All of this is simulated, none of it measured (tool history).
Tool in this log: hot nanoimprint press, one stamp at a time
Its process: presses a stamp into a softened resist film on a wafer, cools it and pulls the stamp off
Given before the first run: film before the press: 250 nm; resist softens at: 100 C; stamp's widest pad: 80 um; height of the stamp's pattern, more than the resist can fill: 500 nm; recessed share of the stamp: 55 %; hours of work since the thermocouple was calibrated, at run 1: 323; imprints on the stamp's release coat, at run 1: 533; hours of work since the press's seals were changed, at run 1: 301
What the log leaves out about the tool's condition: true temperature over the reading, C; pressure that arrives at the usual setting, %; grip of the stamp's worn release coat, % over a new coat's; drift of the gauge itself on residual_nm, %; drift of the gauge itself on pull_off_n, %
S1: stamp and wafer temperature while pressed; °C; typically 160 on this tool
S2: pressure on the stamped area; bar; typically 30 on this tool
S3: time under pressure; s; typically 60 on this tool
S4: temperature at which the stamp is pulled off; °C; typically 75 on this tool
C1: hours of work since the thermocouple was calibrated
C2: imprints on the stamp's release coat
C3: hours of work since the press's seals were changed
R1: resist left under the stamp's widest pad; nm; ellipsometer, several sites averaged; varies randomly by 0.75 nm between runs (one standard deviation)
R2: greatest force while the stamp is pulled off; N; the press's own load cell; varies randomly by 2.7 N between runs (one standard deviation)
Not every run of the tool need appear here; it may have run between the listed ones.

run,hour,S1,S2,S3,S4,C1,C2,C3,R1,R2
1,0,160,30,60,75,323,533,301,101.7,161
2,12.5,160,30,60,75,330,566,308,102.3,164
3,23.1,160,30,60,81,336,593,313,101.3,153
4,36.1,160,30,60,81,343,626,320,102.9,155
5,43.3,160,25.8,60,75,347,645,324,108.2,159
6,55.2,160,25.8,60,75,353,676,331,110.2,167
7,67.3,160,25.8,60,75,360,707,337,110.3,165
8,75.6,160,28.8,60,75,364,728,342,105.7,161
9,88,160,28.8,60,75,371,760,349,105.6,167
10,95.9,160,28.8,60,75,375,781,353,104.1,172
11,106.5,149,30,60,75,381,808,359,194.1,174
12,122.3,149,30,58,75,389,849,367,199.7,168
13,133.7,149,30,58,75,396,879,373,197.8,170
14,143.2,160,30,60,75,401,903,378,105,173
15,151,160,30,60,75,405,923,383,104,171
16,162.8,151,30,60,61,411,954,389,181.3,196
17,176.8,160,31.6,61,70,419,990,397,101.4,183
18,186.5,160,28.3,60,67,424,1015,402,106.7,187
# hour 193.9: plate thermocouple calibrated
19,196.7,160,33.4,45,67,2,1033,406,102.8,191
20,205.1,161,30,42,75,6,1055,410,103.4,175
21,215.3,163,34,45,73,12,1081,416,83.2,182
22,230.1,163,34,45,73,20,1120,424,83.9,187
23,244.8,163,34,45,73,28,1157,432,84.3,183
# hour 257.2: stamp cleaned and given a new release coat
24,257.8,160,37.1,60,74,31,2,436,89,145
25,268.7,153,28.7,92,75,37,30,441,134.7,147
26,284.7,151,28.7,92,81,46,71,450,154.2,138
27,293.1,152,18.6,92,75,50,93,455,166.8,143
28,307.6,152,18.6,92,75,58,130,463,165.5,145
29,323.3,160,32.4,32,75,67,170,471,121,146

Each row is a separate what-if for the run after 29, all from the same tool condition, not one after another. Results?
A,334.7,160,30,48,75,73,200,477,?,?
B,334.7,148,28.8,60,75,73,200,477,?,?
C,334.7,164,30,60,75,73,200,477,?,?

run,R1,R2
A,106.4,150
B,197.7,150
C,73.4,148
The same runs, with their run-to-run variation unchanged, on a tool lacking any hidden condition would have given:
run,R1,R2
A,101.7,143
B,193,143
C,70,141
